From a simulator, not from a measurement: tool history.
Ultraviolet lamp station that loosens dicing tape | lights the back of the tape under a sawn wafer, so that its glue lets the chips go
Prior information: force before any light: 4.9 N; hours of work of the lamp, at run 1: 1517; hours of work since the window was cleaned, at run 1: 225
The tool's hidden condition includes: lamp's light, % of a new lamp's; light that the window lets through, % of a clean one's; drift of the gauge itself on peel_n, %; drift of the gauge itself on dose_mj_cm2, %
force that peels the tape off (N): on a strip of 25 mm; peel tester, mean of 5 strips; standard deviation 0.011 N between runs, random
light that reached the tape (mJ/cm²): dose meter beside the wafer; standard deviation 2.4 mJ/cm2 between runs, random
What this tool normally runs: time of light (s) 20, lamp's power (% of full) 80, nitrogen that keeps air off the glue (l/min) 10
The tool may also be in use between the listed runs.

| run | hour | time of light (s) | lamp's power (% of full) | nitrogen that keeps air off the glue (l/min) | hours of work of the lamp | hours of work since the window was cleaned | force that peels the tape off (N) | light that reached the tape (mJ/cm²) |
|---|---|---|---|---|---|---|---|---|
| 1 | 0 | 20 | 80 | 10 | 1517 | 225 | 0.469 | 257 |
| 2 | 48.5 | 20 | 80 | 10 | 1544 | 252 | 0.478 | 262 |
| 3 | 83.8 | 20 | 80 | 10 | 1564 | 271 | 0.471 | 255 |
|  | 95.2 | lamp changed |
| 4 | 143 | 20 | 80 | 10 | 27 | 304 | 0.457 | 259 |
| 5 | 171.7 | 34 | 80 | 10 | 43 | 320 | 0.135 | 447 |
| 6 | 241.5 | 15 | 80 | 10 | 82 | 359 | 0.818 | 196 |
| 7 | 276.8 | 15 | 80 | 10 | 101 | 379 | 0.791 | 194 |
| 8 | 323.4 | 20 | 80 | 6 | 127 | 405 | 0.596 | 258 |
| 9 | 368.3 | 20 | 80 | 6 | 153 | 430 | 0.616 | 261 |
|  | 400.7 | window cleaned of glue's vapour |
| 10 | 400.9 | 20 | 80 | 6 | 170 | 0 | 0.596 | 262 |
| 11 | 446.8 | 11 | 80 | 6 | 196 | 26 | 1.53 | 140 |
| 12 | 481.8 | 11 | 80 | 6 | 216 | 45 | 1.507 | 143 |
| 13 | 532.3 | 11 | 80 | 6 | 244 | 73 | 1.537 | 143 |
| 14 | 577.4 | 11 | 80 | 6 | 269 | 99 | 1.542 | 141 |
| 15 | 640.1 | 11 | 80 | 6 | 304 | 134 | 1.499 | 141 |
| 16 | 693.9 | 11 | 60 | 6 | 334 | 164 | 2.073 | 106 |
| 17 | 745.2 | 22 | 60 | 6 | 363 | 192 | 0.866 | 213 |
| 18 | 780.3 | 20 | 80 | 10 | 382 | 212 | 0.45 | 259 |
| 19 | 847.4 | 20 | 80 | 10 | 420 | 249 | 0.471 | 259 |
| 20 | 910.6 | 19 | 80 | 10 | 455 | 285 | 0.53 | 249 |
| 21 | 981.7 | 19 | 80 | 10 | 495 | 324 | 0.531 | 247 |
| 22 | 1026.7 | 20 | 80 | 10 | 520 | 350 | 0.485 | 262 |
| 23 | 1060.1 | 15 | 89 | 4 | 539 | 368 | 0.98 | 212 |
| 24 | 1094.2 | 15 | 72 | 13 | 558 | 387 | 0.873 | 174 |
| 25 | 1162.8 | 15 | 72 | 8 | 596 | 426 | 1.05 | 175 |
|  | 1202 | window cleaned of glue's vapour |
| 26 | 1215.2 | 15 | 83 | 8 | 625 | 7 | 0.846 | 202 |
| 27 | 1257.6 | 15 | 83 | 8 | 649 | 31 | 0.869 | 202 |
| 28 | 1288.6 | 15 | 83 | 8 | 666 | 48 | 0.838 | 205 |
| 29 | 1325.9 | 33 | 78 | 10 | 687 | 69 | 0.148 | 419 |
| 30 | 1370 | 25 | 70 | 9 | 711 | 94 | 0.394 | 285 |
| 31 | 1417.6 | 22 | 100 | 5 | 738 | 120 | 0.32 | 354 |
| 32 | 1454.3 | 19 | 78 | 5 | 759 | 141 | 0.776 | 241 |
| 33 | 1503.8 | 20 | 98 | 5 | 786 | 169 | 0.443 | 319 |
| 34 | 1549.2 | 10 | 94 | 5 | 812 | 194 | 1.502 | 154 |
| 35 | 1608.4 | 20 | 78 | 10 | 845 | 227 | 0.517 | 253 |
| 36 | 1639 | 27 | 98 | 10 | 862 | 244 | 0.147 | 428 |
| 37 | 1682.9 | 27 | 98 | 15 | 886 | 269 | 0.131 | 427 |
| 38 | 1744.2 | 31 | 98 | 11 | 920 | 303 | 0.108 | 495 |
| 39 | 1772.9 | 31 | 98 | 11 | 937 | 319 | 0.104 | 491 |
| 40 | 1809.2 | 23 | 98 | 10 | 957 | 339 | 0.207 | 364 |
| 41 | 1870.6 | 35 | 68 | 11 | 991 | 373 | 0.182 | 383 |
| 42 | 1924.4 | 20 | 68 | 17 | 1021 | 403 | 0.545 | 216 |
| 43 | 1978.9 | 11 | 69 | 4 | 1052 | 434 | 1.967 | 125 |

Branching from run 43: 3 alternative next runs. What would each branch give?
|  | 2004.5 | window cleaned of glue's vapour |
| A | 2021 | 17 | 69 | 4 | 1075 | 9 | ? | ? |
|  | 2004.5 | window cleaned of glue's vapour |
| B | 2021 | 12 | 86 | 8 | 1075 | 9 | ? | ? |
|  | 2004.5 | window cleaned of glue's vapour |
| C | 2021 | 11 | 69 | 8 | 1075 | 9 | ? | ? |

| run | force that peels the tape off (N) | light that reached the tape (mJ/cm²) |
|---|---|---|
| A | 1.225 | 186 |
| B | 1.125 | 169 |
| C | 1.624 | 121 |
With the hidden condition removed and each run's random variation left untouched, the same runs would have given:
| run | force that peels the tape off (N) | light that reached the tape (mJ/cm²) |
|---|---|---|
| A | 1.22 | 186 |
| B | 1.121 | 170 |
| C | 1.62 | 121 |
